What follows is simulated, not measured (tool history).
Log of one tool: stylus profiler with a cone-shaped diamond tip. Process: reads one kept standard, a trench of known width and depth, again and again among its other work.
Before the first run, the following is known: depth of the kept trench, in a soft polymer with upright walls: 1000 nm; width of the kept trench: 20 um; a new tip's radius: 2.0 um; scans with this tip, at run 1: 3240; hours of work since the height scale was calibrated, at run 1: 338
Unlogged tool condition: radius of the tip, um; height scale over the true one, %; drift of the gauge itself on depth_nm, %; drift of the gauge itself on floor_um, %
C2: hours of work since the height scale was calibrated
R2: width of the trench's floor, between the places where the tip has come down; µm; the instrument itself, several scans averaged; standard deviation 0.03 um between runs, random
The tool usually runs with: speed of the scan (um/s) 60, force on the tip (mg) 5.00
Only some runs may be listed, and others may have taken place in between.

Run 1, day 0.000: usual settings; scans with this tip 3240; C2 338. Result: depth of the trench (nm) 1018.06, R2 16.40 µm.
Run 2, day 0.450: usual settings; scans with this tip 3307; C2 345. Result: depth of the trench (nm) 1018.67, R2 16.45 µm.
Run 3, day 0.850: usual settings; scans with this tip 3366; C2 351. Result: depth of the trench (nm) 1018.13, R2 16.51 µm.
Run 4, day 1.396: usual settings; scans with this tip 3447; C2 359. Result: depth of the trench (nm) 1017.79, R2 16.44 µm.
Run 5, day 2.008: usual settings; scans with this tip 3538; C2 369. Result: depth of the trench (nm) 1018.51, R2 16.41 µm.
Run 6, day 2.612: usual settings; scans with this tip 3628; C2 378. Result: depth of the trench (nm) 1018.44, R2 16.43 µm.
Run 7, day 2.967: usual settings; scans with this tip 3680; C2 384. Result: depth of the trench (nm) 1018.72, R2 16.42 µm.
Run 8, day 3.358: usual settings; scans with this tip 3739; C2 390. Result: depth of the trench (nm) 1018.27, R2 16.46 µm.
Run 9, day 3.862: usual settings; scans with this tip 3814; C2 398. Result: depth of the trench (nm) 1018.30, R2 16.41 µm.
Run 10, day 4.167: usual settings; scans with this tip 3859; C2 402. Result: depth of the trench (nm) 1018.81, R2 16.42 µm.
Run 11, day 4.512: usual settings but speed of the scan (um/s) 83, force on the tip (mg) 2.85; scans with this tip 3910; C2 408. Result: depth of the trench (nm) 1012.31, R2 16.33 µm.
Run 12, day 4.892: usual settings but speed of the scan (um/s) 192, force on the tip (mg) 2.85; scans with this tip 3967; C2 413. Result: depth of the trench (nm) 1012.86, R2 16.10 µm.
Run 13, day 5.338: usual settings but speed of the scan (um/s) 167, force on the tip (mg) 2.26; scans with this tip 4033; C2 420. Result: depth of the trench (nm) 1011.11, R2 16.08 µm.
Run 14, day 5.908: usual settings but speed of the scan (um/s) 19, force on the tip (mg) 3.43; scans with this tip 4117; C2 429. Result: depth of the trench (nm) 1014.34, R2 16.51 µm.
Run 15, day 6.450: usual settings but speed of the scan (um/s) 19, force on the tip (mg) 3.43; scans with this tip 4198; C2 438. Result: depth of the trench (nm) 1014.17, R2 16.49 µm.
Run 16, day 6.733: usual settings but speed of the scan (um/s) 19, force on the tip (mg) 3.43; scans with this tip 4240; C2 442. Result: depth of the trench (nm) 1014.39, R2 16.54 µm.
Run 17, day 7.079: usual settings but speed of the scan (um/s) 28, force on the tip (mg) 8.37; scans with this tip 4292; C2 447. Result: depth of the trench (nm) 1025.85, R2 16.48 µm.
Run 18, day 7.575: usual settings but speed of the scan (um/s) 69, force on the tip (mg) 2.30; scans with this tip 4365; C2 455. Result: depth of the trench (nm) 1010.88, R2 16.37 µm.
Run 19, day 7.983: usual settings but speed of the scan (um/s) 69, force on the tip (mg) 2.51; scans with this tip 4426; C2 461. Result: depth of the trench (nm) 1011.48, R2 16.32 µm.

Consider 5 possible next runs. They are alternatives, not a sequence: every one starts from the tool as it was left by run 19. What does each give?
Run A, day 8.579: usual settings but speed of the scan (um/s) 138, force on the tip (mg) 12.26; scans with this tip 4514; C2 471. Result: depth of the trench (nm) ?, R2 ?.
Run B, day 8.579: usual settings but force on the tip (mg) 2.44; scans with this tip 4514; C2 471. Result: depth of the trench (nm) ?, R2 ?.
Run C, day 8.579: usual settings but speed of the scan (um/s) 74, force on the tip (mg) 2.30; scans with this tip 4514; C2 471. Result: depth of the trench (nm) ?, R2 ?.
Run D, day 8.579: usual settings but speed of the scan (um/s) 26, force on the tip (mg) 5.10; scans with this tip 4514; C2 471. Result: depth of the trench (nm) ?, R2 ?.
Run E, day 8.579: usual settings but speed of the scan (um/s) 81, force on the tip (mg) 4.19; scans with this tip 4514; C2 471. Result: depth of the trench (nm) ?, R2 ?.

run  depth of the trench (nm)     R2
  A                   1033.28  16.40
  B                   1011.27  16.38
  C                   1010.46  16.35
  D                   1018.74  16.48
  E                   1016.78  16.40
Stripped of hidden state, with their random variation kept, the same runs would have yielded:
run  depth of the trench (nm)     R2
  A                   1033.27  16.40
  B                   1011.26  16.39
  C                   1010.45  16.36
  D                   1018.73  16.49
  E                   1016.77  16.40
